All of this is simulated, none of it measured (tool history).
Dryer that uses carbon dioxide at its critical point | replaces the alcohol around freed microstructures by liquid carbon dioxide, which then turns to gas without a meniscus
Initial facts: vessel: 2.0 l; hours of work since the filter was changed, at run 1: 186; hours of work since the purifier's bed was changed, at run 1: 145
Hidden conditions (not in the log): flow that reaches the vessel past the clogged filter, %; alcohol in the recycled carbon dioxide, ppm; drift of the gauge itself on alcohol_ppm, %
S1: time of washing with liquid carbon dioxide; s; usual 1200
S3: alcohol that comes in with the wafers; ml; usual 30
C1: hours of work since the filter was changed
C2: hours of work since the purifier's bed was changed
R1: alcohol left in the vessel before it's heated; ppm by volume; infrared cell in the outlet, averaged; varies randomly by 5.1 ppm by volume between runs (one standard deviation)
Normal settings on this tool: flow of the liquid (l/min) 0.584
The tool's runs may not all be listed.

run 1 day=0 | S1=1200 flow_of_the_liquid_(l/min)=0.584 S3=30 | C1=186 C2=145 | R1=133
run 2 day=0.646 | S1=1200 flow_of_the_liquid_(l/min)=0.584 S3=30 | C1=190 C2=150 | R1=137
run 3 day=0.975 | S1=1200 flow_of_the_liquid_(l/min)=0.584 S3=30 | C1=193 C2=152 | R1=145
run 4 day=1.267 | S1=1200 flow_of_the_liquid_(l/min)=0.584 S3=30 | C1=195 C2=154 | R1=140
-- day=1.612 inlet filter changed
run 5 day=1.875 | S1=1200 flow_of_the_liquid_(l/min)=0.584 S3=30 | C1=2 C2=159 | R1=70
run 6 day=2.233 | S1=1920 flow_of_the_liquid_(l/min)=0.584 S3=30 | C1=4 C2=161 | R1=20
run 7 day=2.642 | S1=1920 flow_of_the_liquid_(l/min)=0.584 S3=30 | C1=7 C2=164 | R1=24
run 8 day=3.212 | S1=1920 flow_of_the_liquid_(l/min)=0.584 S3=30 | C1=12 C2=168 | R1=32
run 9 day=3.496 | S1=1920 flow_of_the_liquid_(l/min)=0.584 S3=30 | C1=14 C2=170 | R1=28
run 10 day=4.067 | S1=1920 flow_of_the_liquid_(l/min)=0.584 S3=30 | C1=18 C2=174 | R1=22
run 11 day=4.429 | S1=1200 flow_of_the_liquid_(l/min)=0.584 S3=30 | C1=20 C2=177 | R1=81
run 12 day=4.817 | S1=1200 flow_of_the_liquid_(l/min)=0.584 S3=42 | C1=23 C2=180 | R1=102
run 13 day=5.475 | S1=1200 flow_of_the_liquid_(l/min)=0.584 S3=42 | C1=28 C2=185 | R1=102
run 14 day=5.846 | S1=1200 flow_of_the_liquid_(l/min)=0.584 S3=42 | C1=31 C2=187 | R1=104
run 15 day=6.188 | S1=1200 flow_of_the_liquid_(l/min)=0.584 S3=42 | C1=33 C2=190 | R1=117
run 16 day=6.717 | S1=1200 flow_of_the_liquid_(l/min)=0.584 S3=42 | C1=37 C2=193 | R1=107
run 17 day=7.383 | S1=1200 flow_of_the_liquid_(l/min)=0.584 S3=42 | C1=42 C2=198 | R1=112
run 18 day=8.025 | S1=1200 flow_of_the_liquid_(l/min)=0.584 S3=64 | C1=46 C2=203 | R1=168
run 19 day=8.642 | S1=1260 flow_of_the_liquid_(l/min)=0.584 S3=30 | C1=51 C2=207 | R1=78
run 20 day=9.262 | S1=1260 flow_of_the_liquid_(l/min)=0.584 S3=30 | C1=55 C2=212 | R1=75
run 21 day=9.829 | S1=1260 flow_of_the_liquid_(l/min)=0.384 S3=30 | C1=59 C2=216 | R1=406
run 22 day=10.458 | S1=1200 flow_of_the_liquid_(l/min)=0.584 S3=30 | C1=64 C2=221 | R1=89
run 23 day=10.908 | S1=1200 flow_of_the_liquid_(l/min)=0.584 S3=30 | C1=67 C2=224 | R1=90
run 24 day=11.525 | S1=1200 flow_of_the_liquid_(l/min)=0.584 S3=30 | C1=72 C2=228 | R1=103
run 25 day=11.804 | S1=1200 flow_of_the_liquid_(l/min)=0.584 S3=30 | C1=74 C2=230 | R1=95
run 26 day=12.112 | S1=1800 flow_of_the_liquid_(l/min)=0.476 S3=35 | C1=76 C2=232 | R1=57
run 27 day=12.492 | S1=1080 flow_of_the_liquid_(l/min)=0.584 S3=61 | C1=79 C2=235 | R1=281
run 28 day=12.992 | S1=1020 flow_of_the_liquid_(l/min)=0.515 S3=30 | C1=82 C2=239 | R1=309
run 29 day=13.642 | S1=1020 flow_of_the_liquid_(l/min)=0.515 S3=30 | C1=87 C2=243 | R1=326
run 30 day=14.071 | S1=1080 flow_of_the_liquid_(l/min)=0.584 S3=45 | C1=90 C2=247 | R1=225
run 31 day=14.633 | S1=1560 flow_of_the_liquid_(l/min)=0.584 S3=63 | C1=94 C2=251 | R1=67

Run 32 is up next; what results do you expect?
run 32 day=15 | S1=1200 flow_of_the_liquid_(l/min)=0.464 S3=30 | C1=97 C2=253 | R1=?

{"run 32": {"R1": 268}}
Without the tool's hidden state the same run would have given R1 172 ppm by volume.
